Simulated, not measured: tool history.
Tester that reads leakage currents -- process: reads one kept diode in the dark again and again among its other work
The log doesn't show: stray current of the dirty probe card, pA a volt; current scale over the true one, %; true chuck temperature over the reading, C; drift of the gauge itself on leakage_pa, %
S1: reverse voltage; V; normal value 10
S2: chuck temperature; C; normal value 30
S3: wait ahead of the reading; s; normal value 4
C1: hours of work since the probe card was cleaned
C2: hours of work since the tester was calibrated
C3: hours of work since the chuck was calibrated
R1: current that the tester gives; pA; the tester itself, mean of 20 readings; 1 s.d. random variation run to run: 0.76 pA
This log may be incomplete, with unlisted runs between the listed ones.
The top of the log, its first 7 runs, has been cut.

Run 8, day 15.483: usual settings but S1 3.3 V, S3 1.86 s; C1 2677; C2 581; C3 508. Result: R1 134.44 pA.
Run 9, day 17.646: usual settings but S1 3.3 V, S3 1.86 s; C1 2708; C2 613; C3 539. Result: R1 133.87 pA.
Run 10, day 19.296: usual settings but S1 3.3 V, S3 1.86 s; C1 2732; C2 636; C3 563. Result: R1 134.59 pA.
Run 11, day 22.246: usual settings but S1 3.3 V, S3 1.86 s; C1 2774; C2 679; C3 606. Result: R1 134.07 pA.
Run 12, day 25.146: usual settings but S1 17 V, S3 1.86 s; C1 2816; C2 721; C3 648. Result: R1 363.68 pA.
Run 13, day 28.358: usual settings but S1 17 V, S3 1.86 s; C1 2863; C2 767; C3 694. Result: R1 361.87 pA.
Run 14, day 31.396: usual settings but S1 17 V, S3 1.86 s; C1 2907; C2 811; C3 738. Result: R1 364.08 pA.
Run 15, day 33.408: usual settings but S1 17 V, S3 1.86 s; C1 2936; C2 840; C3 767. Result: R1 364.43 pA.
Run 16, day 36.454: usual settings but S1 17 V, S3 7.3 s; C1 2980; C2 884; C3 811. Result: R1 365.8 pA.
Run 17, day 38.454: usual settings but S1 17 V, S3 7.3 s; C1 3009; C2 913; C3 840. Result: R1 364.11 pA.
Run 18, day 41.55: usual settings but S1 17 V, S3 7.3 s; C1 3053; C2 958; C3 885. Result: R1 367.19 pA.
At day 42.408: probe card cleaned and baked.
Run 19, day 43.221: usual settings but S2 26 C; C1 12; C2 981; C3 907. Result: R1 185.15 pA.
Run 20, day 45.088: usual settings but S2 26 C; C1 39; C2 1008; C3 934. Result: R1 185.38 pA.
Run 21, day 47.342: usual settings but S1 8.6 V; C1 71; C2 1040; C3 967. Result: R1 239.73 pA.
Run 22, day 49.433: usual settings but S1 2.2 V, S2 38 C, S3 0.94 s; C1 102; C2 1070; C3 997. Result: R1 209.98 pA.

Predict the results of run 23:
At day 49.783: chuck's temperature calibrated.
Run 23, day 52.712: usual settings but S1 2.2 V, S2 38 C, S3 0.94 s; C1 148; C2 1117; C3 42. Result: R1 ?.

R1: 212.37 pA
If the tool had no hidden condition, the same run with the same run-to-run variation would have returned R1 203.21 pA.

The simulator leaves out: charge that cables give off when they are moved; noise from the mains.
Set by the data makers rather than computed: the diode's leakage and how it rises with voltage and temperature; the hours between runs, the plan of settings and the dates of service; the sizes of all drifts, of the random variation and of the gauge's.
